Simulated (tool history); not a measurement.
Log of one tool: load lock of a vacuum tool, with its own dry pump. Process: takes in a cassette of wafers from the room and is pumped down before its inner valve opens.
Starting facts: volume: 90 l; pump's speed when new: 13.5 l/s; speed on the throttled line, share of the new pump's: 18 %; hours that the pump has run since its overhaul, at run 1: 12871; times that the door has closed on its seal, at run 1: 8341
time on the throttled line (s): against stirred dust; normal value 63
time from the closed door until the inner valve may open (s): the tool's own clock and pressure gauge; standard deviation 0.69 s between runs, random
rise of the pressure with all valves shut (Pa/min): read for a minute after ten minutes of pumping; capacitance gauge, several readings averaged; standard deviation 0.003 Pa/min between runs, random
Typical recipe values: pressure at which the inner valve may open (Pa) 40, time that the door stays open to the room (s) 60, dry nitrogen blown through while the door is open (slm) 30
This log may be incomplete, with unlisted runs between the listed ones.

run     hour  time on the throttled line (s)  pressure at which the inner valve may open (Pa)  time that the door stays open to the room (s)  dry nitrogen blown through while the door is open (slm)  hours that the pump has run since its overhaul  times that the door has closed on its seal  incoming humidity of the room's air, %  time from the closed door until the inner valve may open (s)  rise of the pressure with all valves shut (Pa/min)
  1        0                              63                                               40                                             60                                                       30                                           12871                                        8341                                    45.3                                                         109.1                                               0.045
  2    393.8                              63                                               40                                             60                                                       30                                           13265                                        9471                                    43.8                                                           110                                               0.048
  3    863.2                              63                                               40                                             60                                                       30                                           13734                                       10819                                    44.4                                                         110.1                                               0.055
      1140.3  -- dry pump taken out, an overhauled one fitted
  4   1510.6                              63                                               40                                             39                                                       30                                             370                                       12660                                    43.6                                                         104.1                                               0.059
  5   1837.3                              63                                               40                                             39                                                       30                                             697                                       13598                                    45.5                                                         105.5                                               0.062
  6   2362.7                              63                                               45                                             60                                                       30                                            1222                                       15106                                    44.6                                                         104.7                                               0.081
  7   2764.7                              63                                               40                                            220                                                       30                                            1624                                       16259                                    46.9                                                         105.5                                               0.112
  8     3100                              63                                               46                                             60                                                       30                                            1960                                       17222                                    47.6                                                         103.6                                               0.094
  9     3510                              52                                               40                                             60                                                       30                                            2370                                       18399                                    47.2                                                          95.5                                               0.101
 10   4082.8                              52                                               40                                             60                                                       30                                            2942                                       20043                                    44.9                                                          96.9                                               0.112
 11   4760.8                              52                                               40                                             60                                                       30                                            3620                                       21989                                    42.4                                                          98.1                                               0.131
 12   5346.4                              63                                               40                                             60                                                       30                                            4206                                       23670                                    44.1                                                         105.1                                               0.143
 13     6045                              63                                               40                                             60                                                       30                                            4905                                       25675                                    45.1                                                         106.6                                               0.161
 14   6726.1                              63                                               40                                             60                                                       30                                            5586                                       27630                                    47.4                                                         106.5                                               0.184
 15   7074.4                              63                                               40                                             60                                                       30                                            5934                                       28630                                    45.1                                                         106.6                                               0.187
 16   7563.7                              63                                               40                                            204                                                       17                                            6423                                       30035                                    41.9                                                         106.9                                               0.232
 17     7861                              90                                               40                                             44                                                       30                                            6721                                       30888                                    46.3                                                           129                                               0.214
      8084.7  -- door's seal changed, seat wiped
 18   8465.4                             100                                               42                                             31                                                       30                                            7324                                        1093                                    46.5                                                         137.2                                               0.021
 19   9103.8                             100                                               36                                            143                                                       27                                            7962                                        2925                                    42.8                                                         137.7                                               0.042
 20   9807.9                             100                                               36                                            143                                                       27                                            8666                                        4946                                    45.6                                                         139.1                                               0.053
 21  10210.1                              92                                               41                                             38                                                       21                                            9068                                        6101                                    48.6                                                         132.1                                               0.042
 22  10568.9                              61                                               29                                             38                                                       21                                            9427                                        7131                                    40.3                                                         109.8                                               0.046
 23  11214.6                              61                                               29                                             38                                                       19                                           10073                                        8984                                    42.4                                                         110.3                                                0.05
 24  11762.2                              61                                               29                                             38                                                       19                                           10620                                       10556                                    42.3                                                         108.8                                               0.058
 25  12236.4                              39                                               68                                            190                                                       31                                           11095                                       11917                                    45.8                                                          86.7                                               0.085
 26  12582.9                              39                                               68                                            190                                                       31                                           11441                                       12912                                    48.2                                                          86.4                                               0.091
 27  13091.7                              39                                               68                                            190                                                       31                                           11950                                       14372                                    46.7                                                          87.1                                               0.103
 28  13523.7                              80                                               68                                            229                                                       31                                           12382                                       15612                                    44.1                                                         118.9                                               0.111
 29  14155.6                              79                                               45                                            225                                                       37                                           13014                                       17426                                    44.5                                                         121.8                                               0.118
 30  14822.5                              63                                               40                                             60                                                        6                                           13681                                       19341                                      43                                                         111.4                                               0.126

Alternative continuations, all from the tool just after run 30; predict every row:
     15118.7  -- dry pump taken out, an overhauled one fitted
  A  15203.7                              63                                               40                                             31                                                        6                                              85                                       20417                                    46.1                                                             ?                                                   ?
     15118.7  -- dry pump taken out, an overhauled one fitted
  B  15203.7                              63                                               52                                             60                                                       11                                              85                                       20417                                    43.8                                                             ?                                                   ?
     15118.7  -- dry pump taken out, an overhauled one fitted
  C  15203.7                              63                                               40                                             60                                                        9                                              85                                       20417                                    44.9                                                             ?                                                   ?
     15118.7  -- dry pump taken out, an overhauled one fitted
  D  15203.7                              82                                               40                                             60                                                       30                                              85                                       20417                                    46.6                                                             ?                                                   ?

run  time from the closed door until the inner valve may open (s)  rise of the pressure with all valves shut (Pa/min)
  A                                                         104.6                                               0.121
  B                                                         102.3                                               0.127
  C                                                         104.8                                                0.13
  D                                                         120.6                                                0.12
Had the tool no hidden state, the same runs would have come out as:
run  time from the closed door until the inner valve may open (s)  rise of the pressure with all valves shut (Pa/min)
  A                                                         104.3                                               0.031
  B                                                         101.9                                               0.037
  C                                                         104.5                                               0.039
  D                                                         120.3                                               0.027
